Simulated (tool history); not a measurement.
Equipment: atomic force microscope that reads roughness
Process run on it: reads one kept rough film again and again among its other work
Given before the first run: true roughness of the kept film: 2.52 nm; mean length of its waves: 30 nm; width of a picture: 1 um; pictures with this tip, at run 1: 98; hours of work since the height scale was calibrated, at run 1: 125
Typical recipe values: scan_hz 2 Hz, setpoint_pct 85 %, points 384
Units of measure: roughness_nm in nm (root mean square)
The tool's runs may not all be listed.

| run | hour | scan_hz | setpoint_pct | points | pictures with this tip | hours of work since the height scale was calibrated | roughness_nm |
|---|---|---|---|---|---|---|---|
| 1 | 0 | 2 | 85 | 384 | 98 | 125 | 1.849 |
| 2 | 11.1 | 2 | 71 | 384 | 117 | 131 | 2.02 |
| 3 | 24.2 | 2 | 85 | 762 | 139 | 138 | 1.831 |
| 4 | 34.3 | 2 | 85 | 762 | 156 | 143 | 1.829 |
| 5 | 47.6 | 2 | 85 | 762 | 179 | 150 | 1.814 |
| 6 | 61.2 | 2 | 85 | 659 | 203 | 157 | 1.813 |
| 7 | 72 | 2 | 85 | 659 | 221 | 163 | 1.781 |
| 8 | 89.1 | 2.57 | 85 | 384 | 250 | 171 | 1.666 |
|  | 90.8 | new tip fitted |
| 9 | 99.6 | 2.57 | 60 | 384 | 15 | 177 | 2.151 |
| 10 | 118.8 | 2 | 85 | 384 | 48 | 187 | 1.887 |
| 11 | 127.9 | 2 | 85 | 384 | 64 | 191 | 1.888 |
| 12 | 146.4 | 2 | 85 | 384 | 96 | 201 | 1.834 |
| 13 | 156.1 | 2 | 56 | 384 | 112 | 206 | 2.152 |
| 14 | 171.6 | 2 | 85 | 361 | 139 | 214 | 1.831 |
| 15 | 180.9 | 2 | 85 | 384 | 155 | 219 | 1.821 |
| 16 | 189.9 | 2 | 85 | 384 | 170 | 223 | 1.797 |
| 17 | 204.8 | 1.36 | 85 | 384 | 196 | 231 | 1.91 |
| 18 | 222.8 | 1.36 | 85 | 384 | 227 | 240 | 1.864 |
|  | 238.4 | new tip fitted |
| 19 | 242.6 | 1.36 | 85 | 384 | 8 | 250 | 2.012 |
| 20 | 258.5 | 2 | 85 | 566 | 35 | 259 | 1.909 |
| 21 | 274 | 2 | 85 | 384 | 61 | 267 | 1.869 |
| 22 | 290.2 | 2 | 85 | 384 | 89 | 275 | 1.856 |
| 23 | 300.2 | 2 | 85 | 384 | 106 | 280 | 1.84 |
| 24 | 311.9 | 3.5 | 70 | 687 | 126 | 286 | 1.915 |
| 25 | 325.5 | 3.13 | 77 | 384 | 150 | 293 | 1.812 |
| 26 | 337.2 | 0.83 | 85 | 384 | 170 | 299 | 2.011 |
| 27 | 355.7 | 1.72 | 68 | 384 | 201 | 309 | 2.013 |
| 28 | 365.1 | 1.9 | 67 | 586 | 217 | 314 | 2.001 |
| 29 | 379 | 1.9 | 67 | 586 | 241 | 321 | 1.979 |
|  | 385.7 | new tip fitted |
| 30 | 389.5 | 1.9 | 67 | 586 | 6 | 326 | 2.166 |
| 31 | 406.6 | 1.9 | 67 | 586 | 36 | 335 | 2.149 |
|  | 408.5 | height scale calibrated on a step standard |
| 32 | 422.9 | 0.62 | 85 | 411 | 62 | 7 | 2.129 |
| 33 | 431.8 | 0.66 | 85 | 749 | 77 | 12 | 2.128 |
|  | 448.6 | height scale calibrated on a step standard, once more |
| 34 | 449.6 | 1.73 | 85 | 384 | 106 | 1 | 1.883 |
| 35 | 464 | 3.18 | 71 | 650 | 131 | 8 | 1.897 |
| 36 | 472.3 | 3.18 | 71 | 650 | 145 | 12 | 1.894 |
| 37 | 481.2 | 3.18 | 71 | 650 | 160 | 17 | 1.888 |
| 38 | 489.2 | 3.18 | 71 | 650 | 174 | 21 | 1.881 |

Expected results for the next run?
| 39 | 501.5 | 3.18 | 72 | 797 | 195 | 27 | ? |

roughness_nm: 1.852 nm (root mean square)
If the tool had no hidden condition, the same run with the same run-to-run variation would have returned roughness_nm 1.998 nm (root mean square).
